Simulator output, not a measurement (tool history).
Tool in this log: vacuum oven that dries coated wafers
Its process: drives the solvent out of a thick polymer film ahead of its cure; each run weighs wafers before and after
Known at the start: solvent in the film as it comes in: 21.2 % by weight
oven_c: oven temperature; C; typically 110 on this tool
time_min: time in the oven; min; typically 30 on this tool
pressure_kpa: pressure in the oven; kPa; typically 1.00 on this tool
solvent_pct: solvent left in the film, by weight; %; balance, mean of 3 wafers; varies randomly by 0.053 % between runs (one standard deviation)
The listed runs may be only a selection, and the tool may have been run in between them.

| run | day | oven_c | time_min | pressure_kpa | solvent_pct |
|---|---|---|---|---|---|
| 1 | 0.000 | 110 | 30 | 1.00 | 5.43 |
| 2 | 2.917 | 110 | 30 | 1.00 | 5.53 |
| 3 | 6.892 | 110 | 30 | 1.00 | 5.43 |
| 4 | 10.862 | 110 | 30 | 1.00 | 5.51 |
| 5 | 14.850 | 110 | 32 | 1.00 | 5.14 |
| 6 | 17.767 | 110 | 32 | 0.65 | 4.94 |
|  | 18.221 | vacuum gauge cleaned of residue and calibrated |
| 7 | 21.871 | 110 | 30 | 0.57 | 5.24 |
| 8 | 24.083 | 114 | 30 | 1.00 | 4.65 |
| 9 | 26.167 | 114 | 30 | 1.00 | 4.70 |
| 10 | 28.458 | 107 | 30 | 3.77 | 8.65 |
| 11 | 30.900 | 101 | 30 | 1.00 | 7.82 |
|  | 33.396 | vacuum gauge cleaned of residue and calibrated, once more |
| 12 | 34.617 | 112 | 26 | 1.00 | 5.86 |
| 13 | 36.550 | 112 | 26 | 1.00 | 6.01 |
|  | 39.283 | oven's thermocouples calibrated |
| 14 | 39.283 | 112 | 26 | 1.00 | 5.68 |
| 15 | 41.633 | 110 | 26 | 0.52 | 5.86 |
| 16 | 44.358 | 113 | 16 | 3.46 | 9.72 |
| 17 | 48.238 | 113 | 16 | 0.82 | 8.20 |

Below, each run's measurement less what the same run would have read without the hidden state. Both values contain the same run-to-run variation, but the gauge's scatter may not be the same in both:
What the log doesn't record here: true wafer temperature over the reading, C; true pressure over the reading, kPa; drift of the gauge itself on solvent_pct, %.
| run | solvent_pct |
|---|---|
| 1 | +0.17 |
| 2 | +0.19 |
| 3 | +0.21 |
| 4 | +0.23 |
| 5 | +0.25 |
| 6 | +0.26 |
| 7 | +0.30 |
| 8 | +0.29 |
| 9 | +0.31 |
| 10 | +0.40 |
| 11 | +0.41 |
| 12 | +0.24 |
| 13 | +0.25 |
| 14 | +0.05 |
| 15 | +0.07 |
| 16 | +0.08 |
| 17 | +0.09 |

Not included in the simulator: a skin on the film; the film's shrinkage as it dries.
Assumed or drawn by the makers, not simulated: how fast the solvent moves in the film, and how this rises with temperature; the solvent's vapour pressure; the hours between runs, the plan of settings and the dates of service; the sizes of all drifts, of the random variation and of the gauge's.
